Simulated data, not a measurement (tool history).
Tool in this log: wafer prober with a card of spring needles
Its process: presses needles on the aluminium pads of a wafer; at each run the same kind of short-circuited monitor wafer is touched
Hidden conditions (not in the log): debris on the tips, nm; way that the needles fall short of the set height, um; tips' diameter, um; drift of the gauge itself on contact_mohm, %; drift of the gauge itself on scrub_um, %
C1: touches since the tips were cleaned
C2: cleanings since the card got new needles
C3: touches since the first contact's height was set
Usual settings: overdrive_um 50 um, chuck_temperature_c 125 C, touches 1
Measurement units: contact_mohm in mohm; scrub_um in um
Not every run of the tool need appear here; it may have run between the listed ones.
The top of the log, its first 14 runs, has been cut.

At hour 97.8: tips cleaned on abrasive film.
Run 15, hour 103.8: usual settings; C1 3383; C2 19; C3 109190. Result: contact_mohm 230 mohm, scrub_um 12.86 um.
At hour 107.2: tips cleaned on abrasive film.
Run 16, hour 111.8: usual settings; C1 2564; C2 20; C3 113609. Result: contact_mohm 225 mohm, scrub_um 13.01 um.
Run 17, hour 116.3: usual settings; C1 5086; C2 20; C3 116131. Result: contact_mohm 224 mohm, scrub_um 12.89 um.
At hour 116.8: tips cleaned on abrasive film.
Run 18, hour 120.4: usual settings but chuck_temperature_c 94 C; C1 2056; C2 21; C3 118417. Result: contact_mohm 217 mohm, scrub_um 12.88 um.
At hour 126.3: tips cleaned on abrasive film.
Run 19, hour 126.4: usual settings but overdrive_um 47 um, touches 2; C1 80; C2 22; C3 121724. Result: contact_mohm 226 mohm, scrub_um 12.24 um.
Run 20, hour 133.3: usual settings but overdrive_um 40 um, chuck_temperature_c 29 C, touches 2; C1 3979; C2 22; C3 125623. Result: contact_mohm 204 mohm, scrub_um 10.28 um.
At hour 135.7: tips cleaned on abrasive film.
Run 21, hour 137.4: usual settings but overdrive_um 49 um, chuck_temperature_c 29 C, touches 2; C1 975; C2 23; C3 127861. Result: contact_mohm 207 mohm, scrub_um 12.60 um.
Run 22, hour 144.0: usual settings but overdrive_um 49 um, chuck_temperature_c 29 C, touches 2; C1 4685; C2 23; C3 131571. Result: contact_mohm 205 mohm, scrub_um 12.67 um.
At hour 145.2: tips cleaned on abrasive film.
Run 23, hour 148.6: usual settings but touches 2; C1 1918; C2 24; C3 134082. Result: contact_mohm 228 mohm, scrub_um 13.02 um.
At hour 155.0: tips cleaned on abrasive film.
Run 24, hour 156.7: usual settings but overdrive_um 44 um, touches 3; C1 942; C2 25; C3 138578. Result: contact_mohm 230 mohm, scrub_um 11.27 um.
At hour 164.4: tips cleaned on abrasive film.
Run 25, hour 165.0: usual settings but overdrive_um 44 um, touches 3; C1 376; C2 26; C3 143226. Result: contact_mohm 227 mohm, scrub_um 11.40 um.
Run 26, hour 171.4: usual settings but overdrive_um 62 um, chuck_temperature_c 56 C; C1 3955; C2 26; C3 146805. Result: contact_mohm 205 mohm, scrub_um 15.88 um.
At hour 174.0: tips cleaned on abrasive film.
Run 27, hour 176.4: usual settings but touches 2; C1 1341; C2 27; C3 149574. Result: contact_mohm 226 mohm, scrub_um 12.96 um.
At hour 183.4: tips cleaned on abrasive film.
Run 28, hour 185.3: usual settings but touches 2; C1 1048; C2 28; C3 154497. Result: contact_mohm 225 mohm, scrub_um 13.00 um.

Run 29 is up next; what results do you expect?
Run 29, hour 189.7: usual settings but overdrive_um 38 um, chuck_temperature_c 69 C, touches 3; C1 3519; C2 28; C3 156968. Result: contact_mohm ?, scrub_um ?.

Run 29 measured contact_mohm 216 mohm, scrub_um 9.79 um.
If the tool had no hidden condition, the same run with the same run-to-run variation would have returned contact_mohm 216 mohm, scrub_um 9.79 um.
